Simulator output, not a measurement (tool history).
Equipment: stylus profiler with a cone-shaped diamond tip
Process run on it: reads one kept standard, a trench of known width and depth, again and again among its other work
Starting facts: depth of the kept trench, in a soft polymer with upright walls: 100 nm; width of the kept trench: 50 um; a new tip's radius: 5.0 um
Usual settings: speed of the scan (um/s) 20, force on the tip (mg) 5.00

run	hour	speed of the scan (um/s)	force on the tip (mg)	depth of the trench (nm)	width of the trench's floor (µm)
1	0.0	20	5.00	101.30	47.97
2	23.6	20	5.00	101.29	47.92
3	69.4	20	5.00	101.33	47.99
4	96.5	20	5.00	101.29	47.93
5	134.4	20	5.00	101.29	47.93
6	174.2	20	5.00	101.25	47.88
7	205.6	20	1.71	100.59	47.82
8	249.0	20	1.71	100.61	47.85
9	274.4	20	1.71	100.58	47.80
# hour 277.2: height scale calibrated on a step standard
10	301.2	20	1.71	100.58	47.82
11	329.3	20	1.71	100.59	47.85
12	361.8	6	6.48	101.50	47.84
# hour 401.8: height scale calibrated on a step standard, once more
13	403.7	20	7.27	101.66	47.82
14	437.5	52	5.00	101.26	47.73
15	481.9	54	7.81	101.74	47.67
16	511.0	54	7.81	101.71	47.67

Expected results for the next run?
17	551.4	16	9.79	?	?

depth of the trench (nm): 102.01
width of the trench's floor (µm): 47.76
Were there no unlogged condition in the tool, this run, its random variation unchanged, would have produced depth of the trench (nm) 102.04, width of the trench's floor (µm) 48.01.

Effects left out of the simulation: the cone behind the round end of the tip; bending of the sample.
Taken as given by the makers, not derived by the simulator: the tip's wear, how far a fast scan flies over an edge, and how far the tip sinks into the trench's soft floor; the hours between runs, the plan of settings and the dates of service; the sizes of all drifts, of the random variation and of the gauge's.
